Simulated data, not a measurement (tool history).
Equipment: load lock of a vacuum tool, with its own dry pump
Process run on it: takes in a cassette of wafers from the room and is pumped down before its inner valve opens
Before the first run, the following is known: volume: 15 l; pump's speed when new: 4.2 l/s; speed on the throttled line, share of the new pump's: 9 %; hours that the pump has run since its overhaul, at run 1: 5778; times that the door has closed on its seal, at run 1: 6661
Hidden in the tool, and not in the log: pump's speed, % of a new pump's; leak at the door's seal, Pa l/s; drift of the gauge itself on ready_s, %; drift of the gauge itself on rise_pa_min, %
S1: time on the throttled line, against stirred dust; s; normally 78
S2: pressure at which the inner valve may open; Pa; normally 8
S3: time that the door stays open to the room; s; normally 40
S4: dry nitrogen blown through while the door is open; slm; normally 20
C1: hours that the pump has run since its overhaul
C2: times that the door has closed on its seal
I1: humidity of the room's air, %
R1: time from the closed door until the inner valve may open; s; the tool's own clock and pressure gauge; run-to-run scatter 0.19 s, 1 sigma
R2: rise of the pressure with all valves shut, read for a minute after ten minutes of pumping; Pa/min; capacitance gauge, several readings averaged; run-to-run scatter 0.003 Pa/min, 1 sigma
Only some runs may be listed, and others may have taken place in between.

run,hour,S1,S2,S3,S4,C1,C2,I1,R1,R2
1,0,78,8,40,20,5778,6661,46.5,106.8,0.05
2,111.8,78,8,40,20,5889,6842,43.6,106.8,0.051
3,208.1,53,8,40,20,5986,6998,44.8,84,0.055
4,295.6,78,8,40,20,6073,7139,40.4,106.8,0.049
5,347.2,78,8,40,20,6125,7223,42.4,106.6,0.046
6,428.8,78,8,40,20,6206,7355,49.1,106.6,0.056
7,535.2,78,8,48,20,6313,7527,48.3,106.8,0.055
8,644.7,78,8,48,20,6422,7704,43,106.9,0.054
9,755.8,78,8,48,20,6534,7884,45.3,106.6,0.053
10,830,78,8,48,20,6608,8003,43.4,107,0.054
11,906.5,78,8,48,20,6684,8127,49.7,107.2,0.057
12,1011.8,78,8,40,20,6789,8297,46.4,106.7,0.053
13,1103.5,78,8,98,20,6881,8446,46.5,106.9,0.065
14,1155.8,78,8,40,20,6934,8530,45,106.8,0.05
15,1238,78,8,40,20,7016,8663,44.3,107.3,0.051
16,1339.7,78,7,40,20,7117,8828,44.5,107.9,0.053
17,1391.3,78,7,40,20,7169,8911,42.9,108,0.049
18,1462.2,78,7,40,20,7240,9026,42.4,107.7,0.046
19,1547.2,78,7,40,20,7325,9163,41.6,107.9,0.055
20,1645.3,78,7,40,20,7423,9322,44.1,108.1,0.054
21,1699.8,78,6,32,25,7477,9410,44.7,108.5,0.049
22,1777.6,71,8,113,20,7555,9536,43.3,100.9,0.065
23,1863.4,116,8,113,6,7641,9675,47.7,141.9,0.092
24,1943.1,141,12,27,12,7721,9804,41.9,163.1,0.05
25,1993.6,148,12,27,12,7771,9885,44.3,169.1,0.055
26,2065.4,148,12,27,12,7843,10001,46.3,169.2,0.057
27,2124.4,148,12,27,12,7902,10097,46.2,169.3,0.057
28,2213,124,8,82,20,7991,10240,41.4,149.1,0.065
29,2267.9,137,8,30,20,8046,10329,43.2,160.8,0.047
30,2320.6,49,8,40,20,8098,10414,47.3,80.9,0.058
31,2421.5,49,8,40,20,8199,10577,41.5,81.2,0.057
32,2484.3,96,12,43,8,8262,10679,43,122.3,0.062
33,2558.9,76,15,43,8,8337,10799,42.6,103.5,0.063
34,2669.8,76,15,43,8,8448,10979,44.7,103.1,0.063
35,2730.3,47,7,40,20,8508,11077,41.4,79.9,0.063
36,2779.8,47,7,40,20,8558,11157,44.2,79.7,0.044
37,2859.4,78,8,40,11,8637,11285,48,107.7,0.067

Measured less the same run without the tool's hidden state. The same run-to-run variation is in both; the gauge's scatter may not be:
run,R1,R2
1,+1.5,+0.011
2,+1.5,+0.011
3,+1.7,+0.011
4,+1.6,+0.011
5,+1.6,+0.012
6,+1.6,+0.012
7,+1.6,+0.012
8,+1.7,+0.013
9,+1.7,+0.012
10,+1.7,+0.012
11,+1.8,+0.012
12,+1.7,+0.012
13,+1.7,+0.013
14,+1.7,+0.013
15,+1.8,+0.013
16,+1.8,+0.013
17,+1.9,+0.014
18,+1.9,+0.014
19,+2,+0.014
20,+2,+0.014
21,+2,+0.014
22,+2,+0.015
23,+1.8,+0.014
24,+1.5,+0.014
25,+1.5,+0.015
26,+1.5,+0.015
27,+1.5,+0.016
28,+1.7,+0.015
29,+1.7,+0.015
30,+2.3,+0.016
31,+2.3,+0.016
32,+1.9,+0.015
33,+1.9,+0.016
34,+2,+0.016
35,+2.4,+0.017
36,+2.5,+0.016
37,+2.3,+0.016

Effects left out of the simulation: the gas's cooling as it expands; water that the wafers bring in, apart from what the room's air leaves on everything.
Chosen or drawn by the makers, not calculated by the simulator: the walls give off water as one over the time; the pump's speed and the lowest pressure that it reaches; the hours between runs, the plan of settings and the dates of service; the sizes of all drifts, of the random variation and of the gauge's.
